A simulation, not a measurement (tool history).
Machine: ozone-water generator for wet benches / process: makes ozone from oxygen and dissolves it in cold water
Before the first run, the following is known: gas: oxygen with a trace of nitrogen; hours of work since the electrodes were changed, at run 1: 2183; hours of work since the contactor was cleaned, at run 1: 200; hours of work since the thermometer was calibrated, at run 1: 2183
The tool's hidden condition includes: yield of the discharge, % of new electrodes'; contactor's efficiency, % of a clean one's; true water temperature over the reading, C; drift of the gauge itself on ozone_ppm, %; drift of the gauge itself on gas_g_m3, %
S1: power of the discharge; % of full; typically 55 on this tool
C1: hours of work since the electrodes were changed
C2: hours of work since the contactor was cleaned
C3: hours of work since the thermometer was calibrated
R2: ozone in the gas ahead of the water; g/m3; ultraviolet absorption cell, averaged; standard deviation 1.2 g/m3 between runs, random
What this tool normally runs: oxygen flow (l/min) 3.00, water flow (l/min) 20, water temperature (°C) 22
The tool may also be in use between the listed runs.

{"run": 1, "day": 0.0, "S1": 55, "oxygen flow (l/min)": 3.0, "water flow (l/min)": 20, "water temperature (°C)": 22, "C1": 2183, "C2": 200, "C3": 2183, "dissolved ozone (ppm)": 16.1, "R2": 204.8}
{"run": 2, "day": 3.142, "S1": 55, "oxygen flow (l/min)": 3.0, "water flow (l/min)": 20, "water temperature (°C)": 22, "C1": 2248, "C2": 266, "C3": 2248, "dissolved ozone (ppm)": 16.2, "R2": 205.0}
{"run": 3, "day": 6.329, "S1": 55, "oxygen flow (l/min)": 3.0, "water flow (l/min)": 20, "water temperature (°C)": 22, "C1": 2314, "C2": 332, "C3": 2314, "dissolved ozone (ppm)": 15.9, "R2": 205.4}
{"run": 4, "day": 8.712, "S1": 55, "oxygen flow (l/min)": 3.0, "water flow (l/min)": 20, "water temperature (°C)": 22, "C1": 2363, "C2": 381, "C3": 2363, "dissolved ozone (ppm)": 15.9, "R2": 203.3}
{"run": 5, "day": 11.317, "S1": 55, "oxygen flow (l/min)": 3.0, "water flow (l/min)": 20, "water temperature (°C)": 22, "C1": 2417, "C2": 435, "C3": 2417, "dissolved ozone (ppm)": 15.9, "R2": 201.8}
{"run": 6, "day": 13.6, "S1": 55, "oxygen flow (l/min)": 3.0, "water flow (l/min)": 20, "water temperature (°C)": 22, "C1": 2465, "C2": 482, "C3": 2465, "dissolved ozone (ppm)": 16.0, "R2": 200.7}
{"run": 7, "day": 16.508, "S1": 55, "oxygen flow (l/min)": 3.0, "water flow (l/min)": 20, "water temperature (°C)": 22, "C1": 2525, "C2": 543, "C3": 2525, "dissolved ozone (ppm)": 15.8, "R2": 200.9}
{"run": 8, "day": 18.046, "S1": 55, "oxygen flow (l/min)": 3.0, "water flow (l/min)": 20, "water temperature (°C)": 20, "C1": 2557, "C2": 575, "C3": 2557, "dissolved ozone (ppm)": 16.3, "R2": 203.0}
{"run": 9, "day": 19.496, "S1": 55, "oxygen flow (l/min)": 3.0, "water flow (l/min)": 20, "water temperature (°C)": 20, "C1": 2587, "C2": 605, "C3": 2587, "dissolved ozone (ppm)": 16.1, "R2": 202.5}
{"run": 10, "day": 22.217, "S1": 55, "oxygen flow (l/min)": 3.0, "water flow (l/min)": 20, "water temperature (°C)": 22, "C1": 2643, "C2": 661, "C3": 2643, "dissolved ozone (ppm)": 15.5, "R2": 202.1}
{"run": 11, "day": 23.779, "S1": 55, "oxygen flow (l/min)": 3.0, "water flow (l/min)": 20, "water temperature (°C)": 22, "C1": 2676, "C2": 693, "C3": 2676, "dissolved ozone (ppm)": 15.7, "R2": 199.9}
{"run": 12, "day": 26.846, "S1": 55, "oxygen flow (l/min)": 3.0, "water flow (l/min)": 20, "water temperature (°C)": 22, "C1": 2739, "C2": 757, "C3": 2739, "dissolved ozone (ppm)": 15.6, "R2": 199.7}
{"run": 13, "day": 28.783, "S1": 55, "oxygen flow (l/min)": 3.38, "water flow (l/min)": 23, "water temperature (°C)": 22, "C1": 2779, "C2": 797, "C3": 2779, "dissolved ozone (ppm)": 13.5, "R2": 182.4}
{"run": 14, "day": 31.129, "S1": 94, "oxygen flow (l/min)": 1.85, "water flow (l/min)": 20, "water temperature (°C)": 20, "C1": 2828, "C2": 846, "C3": 2828, "dissolved ozone (ppm)": 20.6, "R2": 360.4}
{"run": 15, "day": 34.167, "S1": 94, "oxygen flow (l/min)": 1.85, "water flow (l/min)": 20, "water temperature (°C)": 20, "C1": 2891, "C2": 909, "C3": 2891, "dissolved ozone (ppm)": 20.2, "R2": 363.2}
{"run": 16, "day": 36.592, "S1": 55, "oxygen flow (l/min)": 5.18, "water flow (l/min)": 20, "water temperature (°C)": 26, "C1": 2941, "C2": 959, "C3": 2941, "dissolved ozone (ppm)": 13.5, "R2": 136.1}
{"run": 17, "day": 39.267, "S1": 55, "oxygen flow (l/min)": 5.18, "water flow (l/min)": 20, "water temperature (°C)": 26, "C1": 2997, "C2": 1014, "C3": 2997, "dissolved ozone (ppm)": 13.6, "R2": 133.9}
{"run": 18, "day": 42.358, "S1": 55, "oxygen flow (l/min)": 5.29, "water flow (l/min)": 20, "water temperature (°C)": 26, "C1": 3061, "C2": 1079, "C3": 3061, "dissolved ozone (ppm)": 13.4, "R2": 133.2}
{"run": 19, "day": 45.096, "S1": 67, "oxygen flow (l/min)": 3.97, "water flow (l/min)": 16, "water temperature (°C)": 29, "C1": 3117, "C2": 1135, "C3": 3117, "dissolved ozone (ppm)": 17.7, "R2": 177.0}
{"run": 20, "day": 48.133, "S1": 67, "oxygen flow (l/min)": 3.97, "water flow (l/min)": 16, "water temperature (°C)": 29, "C1": 3180, "C2": 1198, "C3": 3180, "dissolved ozone (ppm)": 17.6, "R2": 177.8}
{"run": 21, "day": 50.379, "S1": 79, "oxygen flow (l/min)": 1.72, "water flow (l/min)": 22, "water temperature (°C)": 20, "C1": 3227, "C2": 1245, "C3": 3227, "dissolved ozone (ppm)": 16.5, "R2": 339.6}
{"run": 22, "day": 52.229, "S1": 81, "oxygen flow (l/min)": 3.0, "water flow (l/min)": 26, "water temperature (°C)": 22, "C1": 3265, "C2": 1283, "C3": 3265, "dissolved ozone (ppm)": 14.1, "R2": 236.5}
{"run": 23, "day": 54.825, "S1": 46, "oxygen flow (l/min)": 3.0, "water flow (l/min)": 26, "water temperature (°C)": 22, "C1": 3319, "C2": 1337, "C3": 3319, "dissolved ozone (ppm)": 10.5, "R2": 176.9}

Run by run, hidden condition taken away, random variation retained:
run=1 dissolved_ozone_(ppm)=17.9 R2=225.5
run=2 dissolved_ozone_(ppm)=18.0 R2=226.3
run=3 dissolved_ozone_(ppm)=17.9 R2=227.6
run=4 dissolved_ozone_(ppm)=17.9 R2=225.8
run=5 dissolved_ozone_(ppm)=18.0 R2=224.9
run=6 dissolved_ozone_(ppm)=18.2 R2=224.3
run=7 dissolved_ozone_(ppm)=17.9 R2=225.2
run=8 dissolved_ozone_(ppm)=18.6 R2=227.8
run=9 dissolved_ozone_(ppm)=18.4 R2=227.6
run=10 dissolved_ozone_(ppm)=17.8 R2=227.7
run=11 dissolved_ozone_(ppm)=18.0 R2=225.7
run=12 dissolved_ozone_(ppm)=18.0 R2=226.3
run=13 dissolved_ozone_(ppm)=15.6 R2=207.1
run=14 dissolved_ozone_(ppm)=24.9 R2=428.6
run=15 dissolved_ozone_(ppm)=24.6 R2=433.7
run=16 dissolved_ozone_(ppm)=15.9 R2=155.9
run=17 dissolved_ozone_(ppm)=16.1 R2=153.8
run=18 dissolved_ozone_(ppm)=15.9 R2=153.4
run=19 dissolved_ozone_(ppm)=21.4 R2=208.2
run=20 dissolved_ozone_(ppm)=21.3 R2=209.8
run=21 dissolved_ozone_(ppm)=20.4 R2=408.1
run=22 dissolved_ozone_(ppm)=17.5 R2=285.5
run=23 dissolved_ozone_(ppm)=12.5 R2=203.0
